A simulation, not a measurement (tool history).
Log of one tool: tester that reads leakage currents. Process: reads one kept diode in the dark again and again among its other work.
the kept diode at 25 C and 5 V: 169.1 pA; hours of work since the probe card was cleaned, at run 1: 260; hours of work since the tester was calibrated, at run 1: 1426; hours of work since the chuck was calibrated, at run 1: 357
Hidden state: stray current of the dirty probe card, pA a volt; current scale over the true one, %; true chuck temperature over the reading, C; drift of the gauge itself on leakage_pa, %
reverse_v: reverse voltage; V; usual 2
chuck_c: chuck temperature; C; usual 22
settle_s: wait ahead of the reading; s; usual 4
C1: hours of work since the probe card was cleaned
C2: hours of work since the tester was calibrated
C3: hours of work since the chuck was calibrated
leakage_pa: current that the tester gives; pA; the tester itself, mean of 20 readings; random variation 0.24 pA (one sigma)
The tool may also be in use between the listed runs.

Run 1, hour 0: usual settings; C1 260; C2 1426; C3 357. Result: leakage_pa 78.97 pA.
Run 2, hour 31.6: usual settings; C1 278; C2 1443; C3 375. Result: leakage_pa 78.97 pA.
Run 3, hour 66.2: usual settings; C1 298; C2 1463; C3 395. Result: leakage_pa 79.65 pA.
Run 4, hour 126.3: usual settings; C1 332; C2 1497; C3 429. Result: leakage_pa 79.95 pA.
Run 5, hour 190.3: usual settings; C1 368; C2 1533; C3 465. Result: leakage_pa 80.07 pA.
Run 6, hour 236.3: usual settings; C1 394; C2 1560; C3 491. Result: leakage_pa 80.3 pA.
Run 7, hour 290.6: usual settings but settle_s 3.46 s; C1 425; C2 1590; C3 522. Result: leakage_pa 80.77 pA.
Run 8, hour 324.5: usual settings but settle_s 3.46 s; C1 444; C2 1610; C3 541. Result: leakage_pa 81.14 pA.
Run 9, hour 370.7: usual settings but settle_s 3.46 s; C1 471; C2 1636; C3 568. Result: leakage_pa 81.41 pA.
Run 10, hour 402.8: usual settings but settle_s 0.59 s; C1 489; C2 1654; C3 586. Result: leakage_pa 81.37 pA.
Run 11, hour 430.2: usual settings but settle_s 0.59 s; C1 504; C2 1669; C3 601. Result: leakage_pa 80.98 pA.
Run 12, hour 459.7: usual settings but settle_s 0.59 s; C1 521; C2 1686; C3 618. Result: leakage_pa 81.63 pA.
Run 13, hour 497: usual settings but settle_s 0.59 s; C1 542; C2 1707; C3 639. Result: leakage_pa 81.64 pA.
Run 14, hour 549.5: usual settings but settle_s 0.59 s; C1 572; C2 1737; C3 669. Result: leakage_pa 82.29 pA.
Run 15, hour 582.8: usual settings; C1 591; C2 1756; C3 688. Result: leakage_pa 82.07 pA.
Run 16, hour 631.5: usual settings but chuck_c 38 C; C1 618; C2 1784; C3 716. Result: leakage_pa 286.51 pA.
Run 17, hour 675.8: usual settings but chuck_c 38 C, settle_s 1.4 s; C1 644; C2 1809; C3 741. Result: leakage_pa 288.31 pA.
Run 18, hour 719.7: usual settings but chuck_c 38 C, settle_s 1.4 s; C1 668; C2 1834; C3 766. Result: leakage_pa 287.9 pA.
Run 19, hour 779.2: usual settings but chuck_c 38 C, settle_s 1.4 s; C1 702; C2 1867; C3 799. Result: leakage_pa 290.17 pA.

The next listed run, before its measurement:
Run 20, hour 806.1: usual settings but chuck_c 38 C, settle_s 1.4 s; C1 717; C2 1883; C3 815. Result: leakage_pa ?.

{"run 20": {"leakage_pa": 290.78}}
Without the tool's hidden state the same run would have given leakage_pa 272.81 pA.
